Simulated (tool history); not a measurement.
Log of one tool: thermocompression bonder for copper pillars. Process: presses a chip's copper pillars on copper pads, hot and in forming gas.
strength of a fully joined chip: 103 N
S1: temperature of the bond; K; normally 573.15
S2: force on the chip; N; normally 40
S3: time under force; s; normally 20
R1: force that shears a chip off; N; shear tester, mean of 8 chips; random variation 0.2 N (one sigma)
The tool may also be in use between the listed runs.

Run 1, hour 0: usual settings. Result: R1 49.2 N.
Run 2, hour 8.8: usual settings. Result: R1 48.8 N.
Run 3, hour 17.4: usual settings. Result: R1 49 N.
At hour 23.4: forming gas filter changed.
Run 4, hour 25.9: usual settings but S1 558.15 K. Result: R1 39.9 N.
Run 5, hour 36.8: usual settings. Result: R1 49.3 N.
Run 6, hour 44.5: usual settings but S1 574.15 K. Result: R1 49.9 N.
Run 7, hour 50: usual settings but S1 574.15 K. Result: R1 49.5 N.
Run 8, hour 58.3: usual settings but S1 574.15 K. Result: R1 49.5 N.
Run 9, hour 65.1: usual settings. Result: R1 48.6 N.
Run 10, hour 70.9: usual settings but S3 27 s. Result: R1 53.9 N.
Run 11, hour 80.8: usual settings but S1 554.15 K, S3 27 s. Result: R1 42.6 N.
Run 12, hour 91: usual settings but S1 554.15 K, S3 27 s. Result: R1 41.9 N.
Run 13, hour 96.5: usual settings but S1 554.15 K, S3 27 s. Result: R1 42.3 N.
Run 14, hour 102.2: usual settings but S1 554.15 K, S2 42 N, S3 27 s. Result: R1 43.6 N.
Run 15, hour 112.4: usual settings but S1 554.15 K, S2 42 N, S3 27 s. Result: R1 43.9 N.
Run 16, hour 118.3: usual settings but S1 554.15 K, S2 42 N, S3 27 s. Result: R1 43.4 N.
Run 17, hour 126.4: usual settings but S1 554.15 K, S2 42 N, S3 27 s. Result: R1 43.4 N.
Run 18, hour 131.5: usual settings. Result: R1 48.6 N.
Run 19, hour 136.1: usual settings. Result: R1 48.5 N.
Run 20, hour 142.9: usual settings but S1 562.15 K, S2 33 N, S3 54 s. Result: R1 53 N.
Run 21, hour 147.6: usual settings but S1 555.15 K. Result: R1 38.2 N.

Estimate the outcome of run 22 from the log above:
Run 22, hour 157.1: usual settings but S1 569.15 K, S3 55 s. Result: R1 ?.

Logged for run 22: R1 64.4 N.
Minus the tool's unlogged condition, the same run would have read R1 65.3 N.
